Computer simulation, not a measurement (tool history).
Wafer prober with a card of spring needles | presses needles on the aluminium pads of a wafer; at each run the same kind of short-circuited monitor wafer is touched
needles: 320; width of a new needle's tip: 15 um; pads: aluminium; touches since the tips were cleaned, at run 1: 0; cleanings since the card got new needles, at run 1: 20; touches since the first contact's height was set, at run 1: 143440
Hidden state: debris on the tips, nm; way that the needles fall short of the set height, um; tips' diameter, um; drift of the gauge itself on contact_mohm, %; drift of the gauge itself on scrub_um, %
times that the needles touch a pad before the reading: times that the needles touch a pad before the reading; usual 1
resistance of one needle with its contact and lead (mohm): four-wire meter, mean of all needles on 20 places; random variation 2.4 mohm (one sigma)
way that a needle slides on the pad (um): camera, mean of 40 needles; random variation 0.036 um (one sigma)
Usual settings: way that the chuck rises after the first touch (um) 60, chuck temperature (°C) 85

run	day	way that the chuck rises after the first touch (um)	chuck temperature (°C)	times that the needles touch a pad before the reading	touches since the tips were cleaned	cleanings since the card got new needles	touches since the first contact's height was set	resistance of one needle with its contact and lead (mohm)	way that a needle slides on the pad (um)
1	0	60	85	1	0	20	143440	272	13.03
# day 0.692: tips cleaned on abrasive film
# day 1.375: tips cleaned on abrasive film
2	1.708	60	85	1	3235	22	160031	276	13
# day 2.117: tips cleaned on abrasive film
# day 2.746: tips cleaned on abrasive film
# day 3.417: tips cleaned on abrasive film
3	3.729	60	85	1	3085	25	179688	281	12.99
# day 3.896: height of the first contact set anew
# day 4.146: tips cleaned on abrasive film
# day 4.883: tips cleaned on abrasive film
4	5.05	60	85	1	1608	27	11197	271	13.03
# day 5.638: tips cleaned on abrasive film
5	6.162	60	85	1	5106	28	22019	277	12.98
# day 6.317: tips cleaned on abrasive film
# day 7.017: tips cleaned on abrasive film
6	7.483	60	85	1	4556	30	34855	276	13.03
# day 7.746: tips cleaned on abrasive film
# day 8.442: tips cleaned on abrasive film
7	8.45	60	85	1	85	32	44231	274	12.99
# day 9.171: tips cleaned on abrasive film
# day 9.825: tips cleaned on abrasive film
# day 10.538: tips cleaned on abrasive film
8	10.7	60	85	1	1582	35	66087	276	13.13
# day 11.3: tips cleaned on abrasive film
# day 12.05: tips cleaned on abrasive film
9	12.458	60	85	1	4006	37	83181	276	13.08
# day 12.767: tips cleaned on abrasive film
# day 13.442: tips cleaned on abrasive film
# day 14.138: tips cleaned on abrasive film
10	14.162	70	31	1	224	40	99690	258	15.27
# day 14.829: tips cleaned on abrasive film
11	15.392	43	71	2	5509	41	111675	282	9.4

4 ways to go on from here, each from the tool as it stands after run 11. What would each give?
# day 15.546: tips cleaned on abrasive film
# day 16.25: tips cleaned on abrasive film
# day 16.883: tips cleaned on abrasive film
A	17	62	45	1	1144	44	127279	?	?
# day 15.546: tips cleaned on abrasive film
# day 16.25: tips cleaned on abrasive film
# day 16.883: tips cleaned on abrasive film
B	17	70	63	1	1144	44	127279	?	?
# day 15.546: tips cleaned on abrasive film
# day 16.25: tips cleaned on abrasive film
# day 16.883: tips cleaned on abrasive film
C	17	67	55	1	1144	44	127279	?	?
# day 15.546: tips cleaned on abrasive film
# day 16.25: tips cleaned on abrasive film
# day 16.883: tips cleaned on abrasive film
D	17	46	31	1	1144	44	127279	?	?

run	resistance of one needle with its contact and lead (mohm)	way that a needle slides on the pad (um)
A	261	13.5
B	266	15.31
C	267	14.7
D	266	10.02
Without the tool's hidden state the same runs would have given:
run	resistance of one needle with its contact and lead (mohm)	way that a needle slides on the pad (um)
A	261	13.39
B	266	15.18
C	267	14.58
D	266	9.94
